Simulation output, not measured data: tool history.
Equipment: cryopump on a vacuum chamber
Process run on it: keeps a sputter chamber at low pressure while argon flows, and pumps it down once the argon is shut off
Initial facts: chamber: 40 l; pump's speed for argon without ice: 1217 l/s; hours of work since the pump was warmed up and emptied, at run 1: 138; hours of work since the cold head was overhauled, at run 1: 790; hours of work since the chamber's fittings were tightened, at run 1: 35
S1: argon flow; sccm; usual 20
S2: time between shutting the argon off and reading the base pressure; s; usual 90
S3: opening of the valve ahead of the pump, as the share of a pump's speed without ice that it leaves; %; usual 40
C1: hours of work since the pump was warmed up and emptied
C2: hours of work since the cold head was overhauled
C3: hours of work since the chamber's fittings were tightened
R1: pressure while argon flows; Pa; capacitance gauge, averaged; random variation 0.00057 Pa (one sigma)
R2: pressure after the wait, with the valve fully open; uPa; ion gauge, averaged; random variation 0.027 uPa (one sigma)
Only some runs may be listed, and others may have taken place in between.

Run 1, hour 0.0: usual settings; C1 138; C2 790; C3 35. Result: R1 0.0716 Pa, R2 1.26 uPa.
Run 2, hour 35.4: usual settings but S3 53 %; C1 160; C2 812; C3 57. Result: R1 0.0557 Pa, R2 1.26 uPa.
Run 3, hour 58.9: usual settings; C1 175; C2 826; C3 72. Result: R1 0.0716 Pa, R2 1.27 uPa.
Run 4, hour 81.4: usual settings; C1 189; C2 840; C3 86. Result: R1 0.0726 Pa, R2 1.35 uPa.
Run 5, hour 108.7: usual settings but S1 26 sccm; C1 206; C2 857; C3 102. Result: R1 0.0946 Pa, R2 1.34 uPa.
Run 6, hour 152.3: usual settings but S1 26 sccm; C1 233; C2 884; C3 130. Result: R1 0.0961 Pa, R2 1.34 uPa.
Run 7, hour 188.5: usual settings; C1 255; C2 907; C3 152. Result: R1 0.0739 Pa, R2 1.45 uPa.
Run 8, hour 221.5: usual settings; C1 275; C2 927; C3 172. Result: R1 0.0749 Pa, R2 1.44 uPa.
Run 9, hour 240.5: usual settings but S3 16 %; C1 287; C2 939; C3 184. Result: R1 0.1791 Pa, R2 1.40 uPa.
Run 10, hour 267.5: usual settings but S3 16 %; C1 304; C2 956; C3 201. Result: R1 0.1804 Pa, R2 1.49 uPa.
Run 11, hour 295.8: usual settings but S3 16 %; C1 322; C2 973; C3 218. Result: R1 0.1786 Pa, R2 1.53 uPa.
Run 12, hour 338.6: usual settings but S2 48 s; C1 348; C2 1000; C3 245. Result: R1 0.0760 Pa, R2 2.42 uPa.
Run 13, hour 360.7: usual settings but S3 22 %; C1 362; C2 1013; C3 259. Result: R1 0.1336 Pa, R2 1.62 uPa.
Run 14, hour 401.6: usual settings; C1 387; C2 1039; C3 284. Result: R1 0.0769 Pa, R2 1.65 uPa.
Run 15, hour 426.8: usual settings; C1 403; C2 1054; C3 300. Result: R1 0.0759 Pa, R2 1.68 uPa.
Run 16, hour 455.2: usual settings but S2 88 s; C1 420; C2 1072; C3 317. Result: R1 0.0760 Pa, R2 1.67 uPa.
Run 17, hour 496.6: usual settings but S2 88 s; C1 446; C2 1098; C3 343. Result: R1 0.0790 Pa, R2 1.73 uPa.
Run 18, hour 515.2: usual settings but S1 11 sccm, S2 60 s, S3 16 %; C1 457; C2 1109; C3 354. Result: R1 0.1000 Pa, R2 2.23 uPa.
Run 19, hour 540.9: usual settings but S1 33 sccm, S2 150 s, S3 28 %; C1 473; C2 1125; C3 370. Result: R1 0.1790 Pa, R2 1.42 uPa.
Run 20, hour 569.3: usual settings but S1 33 sccm, S2 150 s, S3 28 %; C1 491; C2 1143; C3 388. Result: R1 0.1780 Pa, R2 1.45 uPa.
Run 21, hour 603.7: usual settings but S1 33 sccm, S2 27 s, S3 28 %; C1 512; C2 1164; C3 409. Result: R1 0.1808 Pa, R2 4.04 uPa.
Run 22, hour 623.9: usual settings but S3 21 %; C1 525; C2 1176; C3 422. Result: R1 0.1432 Pa, R2 1.93 uPa.
Run 23, hour 666.9: usual settings but S1 12 sccm, S2 174 s, S3 51 %; C1 551; C2 1203; C3 448. Result: R1 0.0396 Pa, R2 1.53 uPa.
Run 24, hour 709.2: usual settings but S1 12 sccm, S3 54 %; C1 578; C2 1229; C3 474. Result: R1 0.0371 Pa, R2 2.10 uPa.
Run 25, hour 735.7: usual settings but S1 32 sccm, S2 22 s, S3 49 %; C1 594; C2 1246; C3 491. Result: R1 0.1106 Pa, R2 4.97 uPa.
Run 26, hour 756.4: usual settings but S1 32 sccm, S2 22 s, S3 49 %; C1 607; C2 1259; C3 504. Result: R1 0.1104 Pa, R2 4.85 uPa.
At hour 785.5: pump warmed up, emptied and cooled again.
Run 27, hour 804.0: usual settings but S1 11 sccm, S2 84 s, S3 20 %; C1 11; C2 1285; C3 530. Result: R1 0.0764 Pa, R2 1.86 uPa.
Run 28, hour 831.8: usual settings but S1 13 sccm; C1 29; C2 1302; C3 547. Result: R1 0.0454 Pa, R2 1.75 uPa.
Run 29, hour 874.8: usual settings but S1 13 sccm; C1 55; C2 1329; C3 574. Result: R1 0.0467 Pa, R2 1.86 uPa.
Run 30, hour 893.3: usual settings but S1 13 sccm; C1 67; C2 1340; C3 585. Result: R1 0.0463 Pa, R2 1.94 uPa.
Run 31, hour 931.7: usual settings but S1 13 sccm; C1 91; C2 1364; C3 609. Result: R1 0.0464 Pa, R2 1.99 uPa.
Run 32, hour 953.3: usual settings but S1 13 sccm; C1 104; C2 1377; C3 623. Result: R1 0.0466 Pa, R2 2.00 uPa.
Run 33, hour 994.9: usual settings but S1 30 sccm, S3 49 %; C1 130; C2 1403; C3 648. Result: R1 0.0887 Pa, R2 1.98 uPa.
Run 34, hour 1028.4: usual settings but S1 29 sccm, S2 143 s, S3 36 %; C1 150; C2 1424; C3 669. Result: R1 0.1174 Pa, R2 1.68 uPa.

Pick out some run-to-run changes in R1. Of each, how much would a tool without hidden state show as well, from the settings, what came in and chance, and how much is left for the hidden state and any gauge scatter not in both results compared?
The tool's hidden condition here consists of: pump's speed, % of a pump's without ice; cold plate's temperature, K; leak into the chamber, uPa l/s; drift of the gauge itself on working_pa, %; drift of the gauge itself on base_upa, %.
Run 8 -> 9: S3 40 -> 16. R1 +0.1042 Pa: hidden state +0.0002, all else +0.1040.
Run 11 -> 12: S2 90 -> 48, S3 16 -> 40. R1 -0.1026 Pa: hidden state +0.0007, all else -0.1033.
Run 18 -> 19: S1 11 -> 33, S2 60 -> 150, S3 16 -> 28. R1 +0.0790 Pa: hidden state +0.0100, all else +0.0690.
Run 22 -> 23: S1 20 -> 12, S2 90 -> 174, S3 21 -> 51. R1 -0.1036 Pa: hidden state -0.0037, all else -0.0999.
Run 24 -> 25: S1 12 -> 32, S2 90 -> 22, S3 54 -> 49. R1 +0.0735 Pa: hidden state +0.0123, all else +0.0612.
Run 26 -> 27: S1 32 -> 11, S2 22 -> 84, S3 49 -> 20, pump warmed up, emptied and cooled again. R1 -0.0340 Pa: hidden state -0.0194, all else -0.0146.

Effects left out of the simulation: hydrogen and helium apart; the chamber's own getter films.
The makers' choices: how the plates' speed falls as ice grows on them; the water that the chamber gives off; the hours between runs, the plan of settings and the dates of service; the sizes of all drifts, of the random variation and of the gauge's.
